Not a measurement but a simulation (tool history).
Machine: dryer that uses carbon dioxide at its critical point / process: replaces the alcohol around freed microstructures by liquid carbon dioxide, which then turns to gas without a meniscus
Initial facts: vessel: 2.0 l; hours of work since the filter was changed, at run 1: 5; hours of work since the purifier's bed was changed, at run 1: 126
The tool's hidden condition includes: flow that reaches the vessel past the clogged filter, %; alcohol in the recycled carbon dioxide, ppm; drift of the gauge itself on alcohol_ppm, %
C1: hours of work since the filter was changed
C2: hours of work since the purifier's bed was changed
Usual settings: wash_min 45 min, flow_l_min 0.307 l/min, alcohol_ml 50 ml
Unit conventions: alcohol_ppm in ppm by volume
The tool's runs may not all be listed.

{"run": 1, "hour": 0.0, "wash_min": 45, "flow_l_min": 0.307, "alcohol_ml": 50, "C1": 5, "C2": 126, "alcohol_ppm": 80}
{"run": 2, "hour": 20.7, "wash_min": 45, "flow_l_min": 0.307, "alcohol_ml": 50, "C1": 18, "C2": 139, "alcohol_ppm": 83}
{"run": 3, "hour": 61.2, "wash_min": 45, "flow_l_min": 0.204, "alcohol_ml": 50, "C1": 43, "C2": 165, "alcohol_ppm": 539}
{"run": 4, "hour": 102.2, "wash_min": 45, "flow_l_min": 0.204, "alcohol_ml": 50, "C1": 69, "C2": 191, "alcohol_ppm": 579}
{"run": 5, "hour": 141.7, "wash_min": 45, "flow_l_min": 0.204, "alcohol_ml": 50, "C1": 94, "C2": 215, "alcohol_ppm": 591}
{"run": 6, "hour": 173.3, "wash_min": 45, "flow_l_min": 0.204, "alcohol_ml": 50, "C1": 113, "C2": 235, "alcohol_ppm": 619}
{"run": 7, "hour": 214.4, "wash_min": 45, "flow_l_min": 0.204, "alcohol_ml": 50, "C1": 139, "C2": 261, "alcohol_ppm": 674}
{"run": 8, "hour": 248.3, "wash_min": 47, "flow_l_min": 0.204, "alcohol_ml": 38, "C1": 161, "C2": 282, "alcohol_ppm": 444}
{"run": 9, "hour": 286.5, "wash_min": 45, "flow_l_min": 0.3, "alcohol_ml": 50, "C1": 184, "C2": 306, "alcohol_ppm": 160}
{"hour": 289.4, "done": "inlet filter changed"}
{"run": 10, "hour": 327.0, "wash_min": 72, "flow_l_min": 0.191, "alcohol_ml": 70, "C1": 24, "C2": 331, "alcohol_ppm": 124}
{"run": 11, "hour": 362.4, "wash_min": 45, "flow_l_min": 0.206, "alcohol_ml": 83, "C1": 46, "C2": 353, "alcohol_ppm": 903}
{"run": 12, "hour": 390.5, "wash_min": 45, "flow_l_min": 0.206, "alcohol_ml": 83, "C1": 64, "C2": 371, "alcohol_ppm": 901}
{"run": 13, "hour": 415.4, "wash_min": 52, "flow_l_min": 0.448, "alcohol_ml": 100, "C1": 79, "C2": 387, "alcohol_ppm": 22}

What if the next run were any one of these 4? Each begins from the tool's condition after run 13:
{"run": "A", "hour": 441.1, "wash_min": 41, "flow_l_min": 0.303, "alcohol_ml": 50, "C1": 95, "C2": 403, "alcohol_ppm": "?"}
{"run": "B", "hour": 441.1, "wash_min": 42, "flow_l_min": 0.246, "alcohol_ml": 60, "C1": 95, "C2": 403, "alcohol_ppm": "?"}
{"run": "C", "hour": 441.1, "wash_min": 52, "flow_l_min": 0.296, "alcohol_ml": 82, "C1": 95, "C2": 403, "alcohol_ppm": "?"}
{"run": "D", "hour": 441.1, "wash_min": 36, "flow_l_min": 0.301, "alcohol_ml": 48, "C1": 95, "C2": 403, "alcohol_ppm": "?"}

run=A alcohol_ppm=200
run=B alcohol_ppm=478
run=C alcohol_ppm=112
run=D alcohol_ppm=327
Had the tool no hidden state, the same runs would have come out as:
run=A alcohol_ppm=134
run=B alcohol_ppm=364
run=C alcohol_ppm=62
run=D alcohol_ppm=239
